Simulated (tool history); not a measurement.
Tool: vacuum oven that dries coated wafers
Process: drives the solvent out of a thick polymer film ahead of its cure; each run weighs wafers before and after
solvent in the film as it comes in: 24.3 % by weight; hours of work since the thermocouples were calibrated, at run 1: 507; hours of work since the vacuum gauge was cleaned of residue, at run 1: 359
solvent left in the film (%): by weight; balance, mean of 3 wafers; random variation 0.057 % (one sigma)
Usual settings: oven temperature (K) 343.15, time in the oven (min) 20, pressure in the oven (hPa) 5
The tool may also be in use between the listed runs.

run,hour,oven temperature (K),time in the oven (min),pressure in the oven (hPa),hours of work since the thermocouples were calibrated,hours of work since the vacuum gauge was cleaned of residue,solvent left in the film (%)
1,0,343.15,20,5,507,359,3.24
2,6.3,343.15,20,5,511,363,3.32
3,19.6,343.15,20,14.5,520,372,4.4
4,31,343.15,20,14.5,528,380,4.5
5,43.5,343.15,20,14.5,536,388,4.4
6,55.4,343.15,20,14.5,544,396,4.52
7,64.4,343.15,20,14.5,550,402,4.37
8,78.1,343.15,20,14.5,559,412,4.5
9,85.3,343.15,20,14.5,564,416,4.54
10,95.4,343.15,35,14.5,571,423,2.62
11,104.1,343.15,20,13.1,577,429,4.38
12,118.2,343.15,20,13.1,586,439,4.3
13,126.6,343.15,20,13.1,592,444,4.23
14,139.2,343.15,20,5,600,453,3.33
15,147.6,343.15,12,5,606,458,6.39
16,155.8,343.15,12,5,611,464,6.47
# hour 165.5: oven's thermocouples calibrated
17,171.4,343.15,12,5,4,473,6.58
18,178.5,343.15,20,5,9,478,3.37
19,189.6,343.15,20,5,16,485,3.41
# hour 194.1: oven's thermocouples calibrated, once more
20,202.1,343.15,20,5,5,492,3.1
21,215.4,343.15,20,5,14,501,3.05
22,222.1,343.15,30,5,19,506,1.61
23,234.4,331.15,20,14.78,27,514,8.77
24,242.6,350.15,20,3.14,33,519,1.35
25,252.2,334.15,26,4.55,39,526,4.43
26,265.4,355.15,33,4.55,48,535,0.53
27,279.4,337.15,27,5,57,544,3.24
28,292.1,350.15,12,5,66,553,3.77
29,303.3,350.15,12,5,73,560,3.7
30,313.3,333.15,20,5,80,567,6.62
31,326.3,333.15,20,5,89,576,6.52
32,339.7,329.15,15,4.47,98,585,9.96
33,349.1,339.15,30,4.12,104,591,2.34
34,357.5,338.15,20,5,110,597,4.53
35,369.1,340.15,14,5.67,118,604,6.29
36,383.4,330.15,20,5,127,614,7.94
37,395.8,351.15,29,3.42,135,622,0.69
38,405.3,349.15,20,19.68,142,629,3.12
39,414.7,344.15,12,19.68,148,635,7.32
40,429,344.15,17,17.4,158,645,5
41,442.5,344.15,17,17.4,167,654,5.02
42,455.3,343.15,33,4.36,175,662,1.47

Measured less the same run without the tool's hidden state. The same run-to-run variation is in both; the gauge's scatter may not be:
The hidden state here: true wafer temperature over the reading, C; true pressure over the reading, kPa; drift of the gauge itself on solvent_pct, %.
run,solvent left in the film (%)
1,+0.41
2,+0.42
3,+0.46
4,+0.47
5,+0.49
6,+0.5
7,+0.5
8,+0.52
9,+0.51
10,+0.39
11,+0.52
12,+0.53
13,+0.54
14,+0.52
15,+0.59
16,+0.6
17,+0.69
18,+0.61
19,+0.61
20,+0.17
21,+0.17
22,+0.22
23,+0.24
24,+0.16
25,+0.28
26,+0.17
27,+0.29
28,+0.15
29,+0.15
30,+0.31
31,+0.33
32,+0.32
33,+0.33
34,+0.3
35,+0.26
36,+0.4
37,+0.24
38,+0.24
39,+0.26
40,+0.3
41,+0.31
42,+0.35
